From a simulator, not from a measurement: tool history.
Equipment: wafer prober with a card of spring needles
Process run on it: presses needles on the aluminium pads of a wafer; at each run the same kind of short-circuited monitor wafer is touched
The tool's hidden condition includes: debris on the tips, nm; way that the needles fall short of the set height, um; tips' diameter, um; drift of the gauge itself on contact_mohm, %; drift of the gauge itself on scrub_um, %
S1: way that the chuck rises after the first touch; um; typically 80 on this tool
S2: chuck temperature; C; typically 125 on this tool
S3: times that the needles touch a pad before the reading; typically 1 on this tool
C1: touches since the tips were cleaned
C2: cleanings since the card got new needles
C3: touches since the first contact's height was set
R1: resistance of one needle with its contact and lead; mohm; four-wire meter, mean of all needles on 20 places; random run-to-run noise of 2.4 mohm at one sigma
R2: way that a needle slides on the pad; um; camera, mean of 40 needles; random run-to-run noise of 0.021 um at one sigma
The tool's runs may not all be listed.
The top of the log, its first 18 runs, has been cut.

| run | hour | S1 | S2 | S3 | C1 | C2 | C3 | R1 | R2 |
|---|---|---|---|---|---|---|---|---|---|
| 19 | 130.8 | 75 | 96 | 1 | 3677 | 24 | 99846 | 310 | 11.54 |
|  | 132 | height of the first contact set anew |
|  | 141.3 | tips cleaned on abrasive film |
| 20 | 141.7 | 75 | 96 | 1 | 166 | 25 | 3465 | 278 | 11.45 |
| 21 | 151.3 | 75 | 96 | 1 | 3642 | 25 | 6941 | 311 | 11.46 |
|  | 161.4 | tips cleaned on abrasive film |
| 22 | 161.5 | 75 | 96 | 1 | 20 | 26 | 10564 | 269 | 11.45 |
| 23 | 166.8 | 71 | 94 | 2 | 1947 | 26 | 12491 | 299 | 10.8 |
| 24 | 171.8 | 82 | 94 | 2 | 3753 | 26 | 14297 | 290 | 12.52 |
| 25 | 176.9 | 82 | 94 | 2 | 5598 | 26 | 16142 | 289 | 12.54 |
|  | 181.7 | tips cleaned on abrasive film |
| 26 | 183.1 | 65 | 59 | 2 | 511 | 27 | 18353 | 270 | 9.87 |
| 27 | 192.5 | 80 | 52 | 3 | 3904 | 27 | 21746 | 271 | 12.16 |

Run 28 is up next; what results do you expect?
|  | 198.6 | height of the first contact set anew, once more |
| 28 | 200.3 | 77 | 121 | 2 | 6601 | 27 | 632 | ? | ? |

R1: 300 mohm
R2: 11.97 um
Take away the tool's hidden state, keep the run-to-run variation as it was, and the same run would have given R1 271 mohm, R2 11.97 um.

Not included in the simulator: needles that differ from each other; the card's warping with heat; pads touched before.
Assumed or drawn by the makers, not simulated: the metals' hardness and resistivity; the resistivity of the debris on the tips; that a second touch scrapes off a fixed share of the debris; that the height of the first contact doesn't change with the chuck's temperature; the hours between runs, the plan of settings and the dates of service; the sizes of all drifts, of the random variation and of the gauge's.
